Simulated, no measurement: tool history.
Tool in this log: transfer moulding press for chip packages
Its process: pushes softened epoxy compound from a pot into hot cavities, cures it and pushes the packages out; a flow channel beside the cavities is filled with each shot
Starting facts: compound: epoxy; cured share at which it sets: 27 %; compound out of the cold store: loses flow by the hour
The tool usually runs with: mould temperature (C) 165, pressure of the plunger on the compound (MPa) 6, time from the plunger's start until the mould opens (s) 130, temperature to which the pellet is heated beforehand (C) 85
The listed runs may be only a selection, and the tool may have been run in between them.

| run | day | mould temperature (C) | pressure of the plunger on the compound (MPa) | time from the plunger's start until the mould opens (s) | temperature to which the pellet is heated beforehand (C) | incoming compound's hours out of the cold store | length that the compound runs in the flow channel (mm) | greatest force on the pins that push the packages out (N) |
|---|---|---|---|---|---|---|---|---|
| 1 | 0 | 165 | 6 | 130 | 85 | 12 | 534 | 185 |
| 2 | 0.338 | 165 | 6 | 130 | 85 | 27.1 | 495 | 178 |
| 3 | 0.629 | 163 | 6 | 130 | 85 | 11.8 | 539 | 197 |
| 4 | 0.975 | 163 | 6 | 130 | 89 | 38 | 488 | 196 |
| 5 | 1.242 | 163 | 6 | 130 | 89 | 44.8 | 462 | 177 |
|  | 1.738 | cavities cleaned with cleaning compound and waxed |
| 6 | 1.775 | 165 | 6 | 130 | 85 | 24 | 498 | 172 |
| 7 | 2.192 | 161 | 6 | 130 | 85 | 40.2 | 481 | 202 |
| 8 | 2.496 | 165 | 6 | 130 | 85 | 39.9 | 472 | 174 |
| 9 | 2.95 | 165 | 6 | 130 | 85 | 47.2 | 460 | 168 |
| 10 | 3.208 | 165 | 6 | 130 | 85 | 26.7 | 511 | 170 |
| 11 | 3.608 | 165 | 6 | 130 | 85 | 39.1 | 472 | 168 |
| 12 | 3.829 | 160 | 6 | 130 | 85 | 32.4 | 497 | 218 |
| 13 | 4.096 | 165 | 6 | 130 | 77 | 22 | 506 | 183 |
| 14 | 4.308 | 165 | 5.27 | 130 | 85 | 21.1 | 478 | 178 |
| 15 | 4.8 | 165 | 5.27 | 130 | 85 | 14.1 | 494 | 181 |
| 16 | 5.171 | 165 | 5.27 | 130 | 85 | 13.1 | 493 | 177 |
| 17 | 5.4 | 165 | 5.06 | 130 | 85 | 41.6 | 431 | 182 |

What will run 18 give?
| 18 | 5.846 | 170 | 6 | 130 | 85 | 47 | ? | ? |

Run 18 produced length that the compound runs in the flow channel (mm) 449, greatest force on the pins that push the packages out (N) 154.
Were there no unlogged condition in the tool, this run, its random variation unchanged, would have produced length that the compound runs in the flow channel (mm) 450, greatest force on the pins that push the packages out (N) 151.
